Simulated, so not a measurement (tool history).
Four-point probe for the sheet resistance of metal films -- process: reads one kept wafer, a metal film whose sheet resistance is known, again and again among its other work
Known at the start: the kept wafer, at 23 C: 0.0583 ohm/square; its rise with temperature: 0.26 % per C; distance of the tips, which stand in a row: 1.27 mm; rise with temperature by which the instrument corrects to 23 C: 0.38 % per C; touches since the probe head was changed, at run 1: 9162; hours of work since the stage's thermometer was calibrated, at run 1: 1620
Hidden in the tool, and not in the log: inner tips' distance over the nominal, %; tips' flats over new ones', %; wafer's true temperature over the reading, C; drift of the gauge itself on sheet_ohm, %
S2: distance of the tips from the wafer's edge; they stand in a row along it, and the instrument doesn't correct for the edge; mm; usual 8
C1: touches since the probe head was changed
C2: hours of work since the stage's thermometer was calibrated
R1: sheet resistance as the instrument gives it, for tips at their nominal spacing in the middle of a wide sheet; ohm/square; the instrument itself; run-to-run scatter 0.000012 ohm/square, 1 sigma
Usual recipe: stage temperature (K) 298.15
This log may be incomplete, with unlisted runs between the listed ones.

Run 1, hour 0.0: usual settings; C1 9162; C2 1620. Result: R1 0.058861 ohm/square.
Run 2, hour 9.6: usual settings but stage temperature (K) 292.15; C1 9502; C2 1626. Result: R1 0.059315 ohm/square.
Run 3, hour 16.5: usual settings but stage temperature (K) 292.15; C1 9749; C2 1630. Result: R1 0.059273 ohm/square.
At hour 23.5: stage's thermometer calibrated.
Run 4, hour 28.3: usual settings but stage temperature (K) 292.15; C1 10149; C2 3. Result: R1 0.059258 ohm/square.
Run 5, hour 36.3: usual settings; C1 10435; C2 8. Result: R1 0.058813 ohm/square.
Run 6, hour 48.0: usual settings but stage temperature (K) 303.15; C1 10851; C2 15. Result: R1 0.058496 ohm/square.
At hour 57.3: stage's thermometer calibrated, once more.
Run 7, hour 57.3: usual settings; C1 11162; C2 0. Result: R1 0.058943 ohm/square.
Run 8, hour 71.9: usual settings; C1 11682; C2 9. Result: R1 0.058936 ohm/square.
Run 9, hour 80.5: usual settings; C1 11987; C2 14. Result: R1 0.058947 ohm/square.
Run 10, hour 89.4: usual settings; C1 12303; C2 20. Result: R1 0.058942 ohm/square.
Run 11, hour 96.6: usual settings; C1 12558; C2 24. Result: R1 0.058975 ohm/square.
Run 12, hour 111.0: usual settings but stage temperature (K) 291.15, S2 6 mm; C1 13069; C2 33. Result: R1 0.060047 ohm/square.
Run 13, hour 117.7: usual settings but stage temperature (K) 302.15; C1 13308; C2 37. Result: R1 0.058671 ohm/square.
Run 14, hour 128.2: usual settings but stage temperature (K) 302.15, S2 31 mm; C1 13683; C2 44. Result: R1 0.057919 ohm/square.
Run 15, hour 141.5: usual settings but stage temperature (K) 295.15, S2 31 mm; C1 14153; C2 52. Result: R1 0.058413 ohm/square.
Run 16, hour 147.7: usual settings but S2 15 mm; C1 14375; C2 56. Result: R1 0.058389 ohm/square.
Run 17, hour 162.3: usual settings but stage temperature (K) 300.15, S2 25 mm; C1 14892; C2 65. Result: R1 0.058089 ohm/square.
Run 18, hour 170.7: usual settings but stage temperature (K) 300.15, S2 25 mm; C1 15190; C2 70. Result: R1 0.058095 ohm/square.
Run 19, hour 181.6: usual settings but stage temperature (K) 303.15, S2 32 mm; C1 15579; C2 77. Result: R1 0.057870 ohm/square.
Run 20, hour 191.8: usual settings but stage temperature (K) 294.15, S2 3 mm; C1 15941; C2 83. Result: R1 0.063562 ohm/square.

Run 21 has not been measured yet. What should we expect?
Run 21, hour 199.9: usual settings but stage temperature (K) 294.15, S2 3 mm; C1 16229; C2 88. Result: R1 ?.

Run 21 yielded R1 0.063560 ohm/square.
With no hidden state in the tool, this same run would have given R1 0.063548 ohm/square.

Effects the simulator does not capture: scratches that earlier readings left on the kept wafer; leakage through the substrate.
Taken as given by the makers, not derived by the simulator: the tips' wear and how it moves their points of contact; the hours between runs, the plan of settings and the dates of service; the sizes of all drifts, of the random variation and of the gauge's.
